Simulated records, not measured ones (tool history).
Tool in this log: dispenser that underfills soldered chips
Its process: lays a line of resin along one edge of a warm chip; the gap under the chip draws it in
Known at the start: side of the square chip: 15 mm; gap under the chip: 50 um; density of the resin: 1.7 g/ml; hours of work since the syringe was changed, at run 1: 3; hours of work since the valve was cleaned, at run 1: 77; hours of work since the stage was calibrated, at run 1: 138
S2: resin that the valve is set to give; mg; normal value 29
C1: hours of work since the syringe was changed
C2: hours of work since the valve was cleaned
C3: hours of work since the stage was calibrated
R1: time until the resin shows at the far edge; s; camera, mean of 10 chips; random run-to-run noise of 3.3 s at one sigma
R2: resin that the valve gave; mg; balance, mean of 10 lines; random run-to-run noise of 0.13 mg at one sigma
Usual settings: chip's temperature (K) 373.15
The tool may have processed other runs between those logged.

run 1 hour=0 | chip's_temperature_(K)=373.15 S2=29 | C1=3 C2=77 C3=138 | R1=469.1 R2=27.32
run 2 hour=8.8 | chip's_temperature_(K)=373.15 S2=29 | C1=10 C2=84 C3=146 | R1=866.9 R2=27.15
-- hour=11.9 new syringe of resin
run 3 hour=16.7 | chip's_temperature_(K)=373.15 S2=29 | C1=4 C2=90 C3=152 | R1=479.4 R2=27.17
-- hour=22 dispensing valve cleaned and set on the balance
run 4 hour=25.6 | chip's_temperature_(K)=373.15 S2=29.2 | C1=10 C2=3 C3=158 | R1=819.8 R2=29.12
-- hour=28.9 new syringe of resin
run 5 hour=32.8 | chip's_temperature_(K)=373.15 S2=29.2 | C1=3 C2=8 C3=163 | R1=437.4 R2=29
run 6 hour=41.7 | chip's_temperature_(K)=381.15 S2=29 | C1=10 C2=15 C3=170 | R1=572.5 R2=28.6
-- hour=44.5 new syringe of resin
run 7 hour=49.3 | chip's_temperature_(K)=381.15 S2=29 | C1=4 C2=21 C3=176 | R1=337.7 R2=28.72
run 8 hour=56.7 | chip's_temperature_(K)=367.15 S2=29 | C1=10 C2=27 C3=182 | R1=1024.7 R2=28.48
-- hour=60.4 new syringe of resin
run 9 hour=68.1 | chip's_temperature_(K)=368.15 S2=29 | C1=6 C2=36 C3=191 | R1=712.4 R2=28.41
run 10 hour=74.9 | chip's_temperature_(K)=373.15 S2=29 | C1=12 C2=41 C3=196 | R1=933.1 R2=28.02
-- hour=75.8 new syringe of resin
run 11 hour=82.4 | chip's_temperature_(K)=373.15 S2=29 | C1=5 C2=47 C3=202 | R1=535.5 R2=28.13
-- hour=91.6 new syringe of resin
run 12 hour=91.6 | chip's_temperature_(K)=383.15 S2=29 | C1=0 C2=54 C3=209 | R1=225.7 R2=28.08
run 13 hour=98.8 | chip's_temperature_(K)=383.15 S2=29 | C1=6 C2=60 C3=215 | R1=374.8 R2=27.56
-- hour=106.8 new syringe of resin
run 14 hour=107.1 | chip's_temperature_(K)=361.15 S2=29 | C1=0 C2=67 C3=221 | R1=592.3 R2=27.49
run 15 hour=115.3 | chip's_temperature_(K)=361.15 S2=29 | C1=7 C2=73 C3=228 | R1=1065.7 R2=27.64
-- hour=123 new syringe of resin
run 16 hour=128.4 | chip's_temperature_(K)=361.15 S2=29 | C1=4 C2=83 C3=238 | R1=868.1 R2=27.29
-- hour=138.6 new syringe of resin
run 17 hour=139.6 | chip's_temperature_(K)=377.15 S2=33.1 | C1=1 C2=92 C3=247 | R1=310.6 R2=30.82
-- hour=143.1 dispensing valve cleaned and set on the balance
run 18 hour=146.6 | chip's_temperature_(K)=375.15 S2=26 | C1=6 C2=3 C3=252 | R1=535.4 R2=25.9
-- hour=155.2 new syringe of resin
run 19 hour=158 | chip's_temperature_(K)=360.15 S2=29 | C1=2 C2=12 C3=261 | R1=744.9 R2=28.63
run 20 hour=168.3 | chip's_temperature_(K)=360.15 S2=34.6 | C1=10 C2=20 C3=269 | R1=1474 R2=33.83
-- hour=170.5 new syringe of resin
run 21 hour=180.3 | chip's_temperature_(K)=380.15 S2=27.5 | C1=8 C2=29 C3=278 | R1=507.8 R2=26.76
-- hour=186.1 new syringe of resin
run 22 hour=189.6 | chip's_temperature_(K)=380.15 S2=27.5 | C1=3 C2=36 C3=285 | R1=334.8 R2=26.59
run 23 hour=200.8 | chip's_temperature_(K)=361.15 S2=35 | C1=12 C2=45 C3=294 | R1=1570 R2=33.96
-- hour=202.3 new syringe of resin
run 24 hour=207.1 | chip's_temperature_(K)=361.15 S2=35 | C1=4 C2=50 C3=299 | R1=818.4 R2=33.48
-- hour=218.3 new syringe of resin
run 25 hour=220.3 | chip's_temperature_(K)=361.15 S2=35 | C1=2 C2=60 C3=309 | R1=676.4 R2=33.73
-- hour=233.7 new syringe of resin
run 26 hour=233.7 | chip's_temperature_(K)=377.15 S2=30.4 | C1=0 C2=71 C3=320 | R1=292.6 R2=28.61
run 27 hour=241.2 | chip's_temperature_(K)=377.15 S2=30.4 | C1=6 C2=77 C3=326 | R1=488.2 R2=28.55
run 28 hour=247.9 | chip's_temperature_(K)=386.15 S2=29 | C1=11 C2=82 C3=331 | R1=538.9 R2=27.3
-- hour=248.9 new syringe of resin
run 29 hour=256.1 | chip's_temperature_(K)=362.15 S2=34.3 | C1=6 C2=89 C3=338 | R1=939.7 R2=32.13
-- hour=264.1 dispensing valve cleaned and set on the balance
-- hour=265.4 new syringe of resin
run 30 hour=269.5 | chip's_temperature_(K)=362.15 S2=34.3 | C1=3 C2=4 C3=347 | R1=749.2 R2=33.98
run 31 hour=276.5 | chip's_temperature_(K)=362.15 S2=30.8 | C1=9 C2=10 C3=353 | R1=1206.9 R2=30.52
-- hour=280.6 new syringe of resin
run 32 hour=287 | chip's_temperature_(K)=359.15 S2=36.2 | C1=5 C2=18 C3=361 | R1=1011.4 R2=35.52

What if the next run were any one of these 5? Each begins from the tool's condition after run 32:
run A hour=294.5 | chip's_temperature_(K)=367.15 S2=31.3 | C1=11 C2=24 C3=367 | R1=? R2=?
run B hour=294.5 | chip's_temperature_(K)=373.15 S2=34.9 | C1=11 C2=24 C3=367 | R1=? R2=?
run C hour=294.5 | chip's_temperature_(K)=378.15 S2=29 | C1=11 C2=24 C3=367 | R1=? R2=?
run D hour=294.5 | chip's_temperature_(K)=369.15 S2=36.6 | C1=11 C2=24 C3=367 | R1=? R2=?
run E hour=294.5 | chip's_temperature_(K)=382.15 S2=28.1 | C1=11 C2=24 C3=367 | R1=? R2=?

run=A R1=1194.1 R2=30.63
run=B R1=904.3 R2=34.33
run=C R1=750.9 R2=28.35
run=D R1=1064.3 R2=35.84
run=E R1=625.6 R2=27.6
Stripped of hidden state, with their random variation kept, the same runs would have yielded:
run=A R1=430.5 R2=31.2
run=B R1=327.4 R2=34.97
run=C R1=271.2 R2=28.89
run=D R1=384.3 R2=36.51
run=E R1=226.1 R2=28.12
